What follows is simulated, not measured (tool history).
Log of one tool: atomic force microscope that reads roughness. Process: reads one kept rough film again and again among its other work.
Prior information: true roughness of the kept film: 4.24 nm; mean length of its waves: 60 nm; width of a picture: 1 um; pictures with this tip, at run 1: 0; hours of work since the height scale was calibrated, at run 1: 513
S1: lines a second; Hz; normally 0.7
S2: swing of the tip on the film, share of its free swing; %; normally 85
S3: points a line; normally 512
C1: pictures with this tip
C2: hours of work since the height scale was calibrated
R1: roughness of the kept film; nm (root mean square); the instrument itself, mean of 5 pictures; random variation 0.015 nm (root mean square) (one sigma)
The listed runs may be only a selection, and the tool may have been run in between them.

| run | hour | S1 | S2 | S3 | C1 | C2 | R1 |
|---|---|---|---|---|---|---|---|
| 1 | 0 | 0.7 | 85 | 512 | 0 | 513 | 3.709 |
| 2 | 29.9 | 0.7 | 85 | 512 | 57 | 536 | 3.646 |
| 3 | 76.9 | 0.7 | 85 | 512 | 147 | 572 | 3.541 |
| 4 | 117.3 | 0.7 | 85 | 512 | 224 | 603 | 3.466 |
| 5 | 160 | 0.7 | 76 | 512 | 305 | 636 | 3.528 |
|  | 168.7 | new tip fitted |
| 6 | 197.4 | 0.7 | 85 | 512 | 55 | 665 | 3.652 |
| 7 | 221.6 | 0.7 | 85 | 512 | 101 | 683 | 3.584 |
| 8 | 266.8 | 0.7 | 85 | 512 | 187 | 718 | 3.522 |
| 9 | 301.5 | 0.7 | 58 | 512 | 253 | 744 | 3.689 |
|  | 338.1 | new tip fitted |
| 10 | 346 | 0.7 | 58 | 512 | 15 | 778 | 3.961 |
| 11 | 383.6 | 0.7 | 85 | 512 | 87 | 807 | 3.61 |
| 12 | 433.9 | 0.7 | 85 | 512 | 183 | 846 | 3.518 |
| 13 | 468.5 | 0.7 | 85 | 512 | 249 | 872 | 3.424 |
| 14 | 495.9 | 0.7 | 59 | 512 | 301 | 893 | 3.678 |
|  | 505.9 | new tip fitted |
| 15 | 534 | 0.7 | 59 | 512 | 54 | 922 | 3.905 |
| 16 | 564.1 | 0.7 | 59 | 512 | 111 | 946 | 3.825 |
| 17 | 605 | 0.7 | 59 | 512 | 189 | 977 | 3.75 |
| 18 | 638 | 0.7 | 59 | 512 | 252 | 1002 | 3.695 |
| 19 | 665.9 | 0.7 | 59 | 512 | 305 | 1024 | 3.656 |
|  | 677.5 | new tip fitted |
| 20 | 697.8 | 2.155 | 59 | 512 | 39 | 1048 | 3.759 |
|  | 734.3 | height scale calibrated on a step standard |
| 21 | 739.4 | 2.155 | 59 | 512 | 116 | 4 | 3.709 |
| 22 | 783.2 | 2.755 | 85 | 512 | 199 | 38 | 2.776 |
| 23 | 828.9 | 2.755 | 85 | 358 | 287 | 73 | 2.706 |
|  | 848.1 | new tip fitted |
| 24 | 855.3 | 2.755 | 85 | 358 | 14 | 93 | 2.887 |
| 25 | 906.6 | 2.755 | 85 | 610 | 111 | 132 | 2.818 |
| 26 | 946.2 | 2.755 | 85 | 610 | 187 | 162 | 2.771 |
| 27 | 988.8 | 0.908 | 85 | 335 | 268 | 195 | 3.347 |
|  | 1016.4 | new tip fitted |
| 28 | 1017.8 | 0.908 | 85 | 335 | 2 | 217 | 3.586 |
| 29 | 1051.3 | 2.004 | 86 | 616 | 66 | 243 | 3.072 |
| 30 | 1072.5 | 0.7 | 57 | 258 | 107 | 259 | 3.879 |
| 31 | 1115.8 | 0.7 | 85 | 305 | 189 | 292 | 3.52 |
| 32 | 1147.6 | 1.357 | 85 | 849 | 250 | 317 | 3.192 |
|  | 1184.2 | new tip fitted |
| 33 | 1199 | 1.357 | 85 | 849 | 28 | 356 | 3.374 |
| 34 | 1240.6 | 3.334 | 62 | 712 | 107 | 388 | 3.485 |
| 35 | 1285.7 | 3.334 | 62 | 712 | 193 | 423 | 3.392 |
| 36 | 1335.3 | 0.787 | 85 | 512 | 287 | 461 | 3.401 |
|  | 1353.4 | new tip fitted |
| 37 | 1381 | 0.787 | 85 | 512 | 53 | 495 | 3.591 |
| 38 | 1415.8 | 0.852 | 79 | 714 | 119 | 522 | 3.591 |
| 39 | 1450 | 1.976 | 61 | 898 | 184 | 548 | 3.615 |
| 40 | 1490.6 | 0.7 | 86 | 278 | 261 | 580 | 3.398 |
|  | 1521.4 | new tip fitted |
| 41 | 1521.4 | 0.7 | 86 | 278 | 0 | 603 | 3.649 |
| 42 | 1569.2 | 1.746 | 64 | 621 | 91 | 640 | 3.675 |
| 43 | 1615.7 | 2.679 | 64 | 621 | 180 | 675 | 3.417 |
| 44 | 1662 | 0.7 | 58 | 391 | 268 | 711 | 3.663 |
|  | 1691 | new tip fitted |
| 45 | 1713 | 0.7 | 58 | 391 | 42 | 750 | 3.952 |
| 46 | 1736.1 | 0.7 | 58 | 391 | 86 | 768 | 3.897 |
| 47 | 1784 | 0.657 | 58 | 488 | 177 | 804 | 3.775 |
| 48 | 1806.5 | 0.7 | 85 | 832 | 220 | 822 | 3.463 |
| 49 | 1845.4 | 0.7 | 64 | 759 | 294 | 852 | 3.631 |
|  | 1860.4 | new tip fitted |
| 50 | 1874.4 | 0.7 | 64 | 759 | 27 | 873 | 3.886 |

Branching from run 50: 5 alternative next runs. What would each branch give?
| A | 1915.4 | 0.643 | 85 | 325 | 105 | 905 | ? |
| B | 1915.4 | 0.7 | 85 | 324 | 105 | 905 | ? |
| C | 1915.4 | 1.208 | 85 | 915 | 105 | 905 | ? |
| D | 1915.4 | 0.7 | 72 | 512 | 105 | 905 | ? |
| E | 1915.4 | 0.7 | 63 | 512 | 105 | 905 | ? |

| run | R1 |
|---|---|
| A | 3.586 |
| B | 3.579 |
| C | 3.342 |
| D | 3.742 |
| E | 3.816 |
With the hidden condition removed and each run's random variation left untouched, the same runs would have given:
| run | R1 |
|---|---|
| A | 3.73 |
| B | 3.724 |
| C | 3.477 |
| D | 3.893 |
| E | 3.97 |

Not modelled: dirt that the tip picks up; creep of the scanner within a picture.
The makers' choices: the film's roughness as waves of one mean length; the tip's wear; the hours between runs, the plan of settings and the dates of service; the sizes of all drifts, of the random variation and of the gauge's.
